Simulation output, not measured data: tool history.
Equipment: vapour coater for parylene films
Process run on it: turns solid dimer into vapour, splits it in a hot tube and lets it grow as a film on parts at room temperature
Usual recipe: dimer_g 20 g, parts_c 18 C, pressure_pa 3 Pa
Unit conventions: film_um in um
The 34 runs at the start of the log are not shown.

run	hour	dimer_g	parts_c	pressure_pa	film_um
35	593.6	19	28	3	8.68
36	616.9	19	28	3	8.74
37	637.6	18	15	2.8	13.17
38	650.3	18	15	2.8	13.13
39	666.9	18	15	2.8	13.24
40	690.2	9	20	2.8	5.47
41	702.1	20	13	2.11	15.86
42	722.6	20	18	10.26	12.15
43	746.6	22	18	2.54	14.44
44	759.3	29	15	2.54	21.11
45	784	30	18	6	18.8
# hour 797.1: trap's valve overhauled
46	813.7	18	18	8.53	12.01

Each row is a separate what-if for the run after 46, all from the same tool condition, not one after another. Results?
A	831	9	22	2.17	?
B	831	13	24	3	?
C	831	8	26	8.47	?
D	831	24	18	4.32	?
E	831	26	26	8.59	?

run	film_um
A	5.57
B	7.41
C	4.02
D	16.58
E	13.02
What these runs would have given with no unlogged condition in the tool:
run	film_um
A	5.64
B	7.51
C	4.07
D	16.79
E	13.18
